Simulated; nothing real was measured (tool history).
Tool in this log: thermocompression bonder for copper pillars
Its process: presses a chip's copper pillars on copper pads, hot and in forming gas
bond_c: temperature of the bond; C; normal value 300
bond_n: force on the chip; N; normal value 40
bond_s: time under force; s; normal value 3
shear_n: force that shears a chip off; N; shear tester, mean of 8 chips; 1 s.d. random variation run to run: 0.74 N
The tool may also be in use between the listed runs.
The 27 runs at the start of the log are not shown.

| run | day | bond_c | bond_n | bond_s | shear_n |
|---|---|---|---|---|---|
| 28 | 73.000 | 306 | 30 | 4 | 73.5 |
| 29 | 76.525 | 306 | 30 | 4 | 72.2 |
| 30 | 79.088 | 306 | 30 | 4 | 73.0 |
|  | 82.908 | forming gas filter changed |
| 31 | 82.962 | 307 | 29 | 2 | 59.8 |
| 32 | 85.725 | 307 | 27 | 3 | 65.9 |
| 33 | 87.446 | 278 | 36 | 4 | 60.7 |
| 34 | 89.254 | 328 | 25 | 3 | 75.6 |
| 35 | 92.033 | 303 | 26 | 2 | 54.5 |
| 36 | 95.717 | 303 | 26 | 2 | 54.6 |

Consider 5 possible next runs. They are alternatives, not a sequence: every one starts from the tool as it was left by run 36. What does each give?
| A | 97.583 | 308 | 40 | 2 | ? |
| B | 97.583 | 308 | 26 | 6 | ? |
| C | 97.583 | 315 | 25 | 6 | ? |
| D | 97.583 | 300 | 38 | 2 | ? |
| E | 97.583 | 300 | 31 | 2 | ? |

| run | shear_n |
|---|---|
| A | 69.1 |
| B | 77.5 |
| C | 79.3 |
| D | 63.9 |
| E | 57.2 |
The same runs, with their run-to-run variation unchanged, on a tool lacking any hidden condition would have given:
| run | shear_n |
|---|---|
| A | 69.1 |
| B | 77.6 |
| C | 79.4 |
| D | 64.0 |
| E | 57.3 |
